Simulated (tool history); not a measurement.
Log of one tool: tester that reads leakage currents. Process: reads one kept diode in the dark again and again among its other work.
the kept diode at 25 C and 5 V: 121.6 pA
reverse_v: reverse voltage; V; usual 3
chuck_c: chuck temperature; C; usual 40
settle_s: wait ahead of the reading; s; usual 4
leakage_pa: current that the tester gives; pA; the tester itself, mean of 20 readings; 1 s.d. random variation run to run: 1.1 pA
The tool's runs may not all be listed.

| run | hour | reverse_v | chuck_c | settle_s | leakage_pa |
|---|---|---|---|---|---|
| 1 | 0 | 3 | 40 | 4 | 359.22 |
| 2 | 18.4 | 3 | 40 | 4 | 357.75 |
| 3 | 34.6 | 3 | 40 | 4 | 357.95 |
| 4 | 58 | 3 | 40 | 1.49 | 359.32 |
| 5 | 82.1 | 3 | 40 | 1.49 | 359.43 |
| 6 | 102.3 | 3 | 40 | 1.49 | 359.34 |
| 7 | 135.9 | 3 | 40 | 1.49 | 359.6 |
| 8 | 168.5 | 3 | 37 | 1.49 | 279.48 |
| 9 | 202.4 | 3 | 27 | 4 | 116.71 |
| 10 | 236.9 | 1.51 | 40 | 4 | 266.56 |
| 11 | 265.1 | 1.51 | 40 | 4 | 267.11 |
| 12 | 283.3 | 1.51 | 40 | 4 | 266.11 |
| 13 | 311 | 1.51 | 40 | 4 | 266.35 |
| 14 | 329.4 | 1.51 | 40 | 4 | 266.66 |
| 15 | 345.9 | 3 | 44 | 4 | 498.42 |
| 16 | 381 | 3 | 44 | 4 | 499.67 |
| 17 | 404.6 | 9.1 | 47 | 9.18 | 1025.64 |
| 18 | 421.3 | 9.1 | 47 | 9.18 | 1030.22 |
| 19 | 451.8 | 9.1 | 47 | 9.18 | 1023.63 |
| 20 | 473.2 | 9.1 | 47 | 9.18 | 1022.91 |
| 21 | 505.3 | 10.76 | 58 | 0.37 | 2567.21 |
| 22 | 534.1 | 5.35 | 40 | 4 | 461.38 |
| 23 | 555.5 | 5.35 | 40 | 4 | 462.57 |
| 24 | 590.5 | 8.01 | 21 | 7.09 | 103.41 |
| 25 | 626.4 | 8.01 | 21 | 7.09 | 102.71 |
| 26 | 652.2 | 6.19 | 21 | 7.09 | 92.08 |
| 27 | 670.8 | 6.19 | 21 | 7.09 | 92.33 |

Each row is a separate what-if for the run after 27, all from the same tool condition, not one after another. Results?
| A | 699.9 | 4.4 | 39 | 4 | ? |
| B | 699.9 | 3 | 40 | 5.02 | ? |
| C | 699.9 | 9.24 | 40 | 8.01 | ? |
| D | 699.9 | 3.02 | 40 | 3.92 | ? |

| run | leakage_pa |
|---|---|
| A | 388.36 |
| B | 358.35 |
| C | 584.45 |
| D | 360.37 |
With no hidden state in the tool, these same runs would have given:
| run | leakage_pa |
|---|---|
| A | 388.62 |
| B | 358.59 |
| C | 584.82 |
| D | 360.61 |
